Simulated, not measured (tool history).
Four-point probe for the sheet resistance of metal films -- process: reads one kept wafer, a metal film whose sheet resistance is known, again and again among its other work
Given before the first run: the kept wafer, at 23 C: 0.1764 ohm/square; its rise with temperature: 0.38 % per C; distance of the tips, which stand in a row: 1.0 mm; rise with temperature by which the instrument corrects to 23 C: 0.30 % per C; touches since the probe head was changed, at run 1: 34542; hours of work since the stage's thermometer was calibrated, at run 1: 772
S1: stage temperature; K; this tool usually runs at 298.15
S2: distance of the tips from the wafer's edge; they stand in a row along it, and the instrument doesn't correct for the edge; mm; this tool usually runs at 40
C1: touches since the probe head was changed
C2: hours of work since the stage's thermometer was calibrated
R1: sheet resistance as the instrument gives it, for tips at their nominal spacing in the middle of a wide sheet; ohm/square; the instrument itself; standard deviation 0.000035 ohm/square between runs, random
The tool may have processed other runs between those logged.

| run | day | S1 | S2 | C1 | C2 | R1 |
|---|---|---|---|---|---|---|
| 1 | 0.000 | 298.15 | 40 | 34542 | 772 | 0.176038 |
| 2 | 2.125 | 298.15 | 40 | 37025 | 800 | 0.175966 |
| 3 | 3.733 | 298.15 | 40 | 38905 | 821 | 0.175848 |
| 4 | 4.696 | 298.15 | 13 | 40029 | 834 | 0.176287 |
| 5 | 6.271 | 298.15 | 13 | 41866 | 854 | 0.176287 |
| 6 | 7.862 | 298.15 | 13 | 43726 | 875 | 0.176158 |
| 7 | 10.004 | 298.15 | 40 | 46227 | 903 | 0.175645 |
| 8 | 11.333 | 298.15 | 51 | 47779 | 920 | 0.175554 |
| 9 | 12.454 | 298.15 | 51 | 49092 | 935 | 0.175433 |
| 10 | 13.350 | 298.15 | 51 | 50138 | 947 | 0.175490 |
| 11 | 14.479 | 298.15 | 51 | 51455 | 961 | 0.175406 |
| 12 | 15.917 | 298.15 | 31 | 53134 | 980 | 0.175363 |
| 13 | 16.950 | 298.15 | 31 | 54342 | 994 | 0.175354 |
| 14 | 17.883 | 299.15 | 4 | 55431 | 1006 | 0.180996 |
|  | 18.033 | stage's thermometer calibrated |
| 15 | 19.229 | 292.15 | 29 | 56979 | 16 | 0.174504 |
| 16 | 20.833 | 292.15 | 29 | 58856 | 37 | 0.174385 |
| 17 | 22.933 | 298.15 | 5 | 61308 | 64 | 0.178746 |
| 18 | 24.625 | 298.15 | 5 | 63286 | 86 | 0.178654 |
| 19 | 25.862 | 298.15 | 5 | 64731 | 102 | 0.178540 |
| 20 | 27.179 | 298.15 | 5 | 66269 | 119 | 0.178507 |
|  | 28.088 | new probe head fitted |
| 21 | 28.296 | 296.15 | 5 | 244 | 133 | 0.181472 |
|  | 28.775 | stage's thermometer calibrated, once more |
| 22 | 30.000 | 297.15 | 3 | 2212 | 16 | 0.187414 |
| 23 | 31.829 | 298.15 | 9 | 4348 | 40 | 0.178627 |
| 24 | 34.004 | 298.15 | 9 | 6887 | 68 | 0.178518 |
| 25 | 34.904 | 293.15 | 6 | 7939 | 80 | 0.179211 |
| 26 | 36.233 | 297.15 | 40 | 9494 | 97 | 0.177175 |

Consider 5 possible next runs. They are alternatives, not a sequence: every one starts from the tool as it was left by run 26. What does each give?
| A | 37.758 | 293.15 | 48 | 11276 | 117 | ? |
| B | 37.758 | 292.15 | 4 | 11276 | 117 | ? |
| C | 37.758 | 304.15 | 40 | 11276 | 117 | ? |
| D | 37.758 | 301.15 | 55 | 11276 | 117 | ? |
| E | 37.758 | 292.15 | 40 | 11276 | 117 | ? |

| run | R1 |
|---|---|
| A | 0.176497 |
| B | 0.182103 |
| C | 0.178148 |
| D | 0.177669 |
| E | 0.176398 |
With the hidden condition removed and each run's random variation left untouched, the same runs would have given:
| run | R1 |
|---|---|
| A | 0.176005 |
| B | 0.181597 |
| C | 0.177651 |
| D | 0.177174 |
| E | 0.175906 |

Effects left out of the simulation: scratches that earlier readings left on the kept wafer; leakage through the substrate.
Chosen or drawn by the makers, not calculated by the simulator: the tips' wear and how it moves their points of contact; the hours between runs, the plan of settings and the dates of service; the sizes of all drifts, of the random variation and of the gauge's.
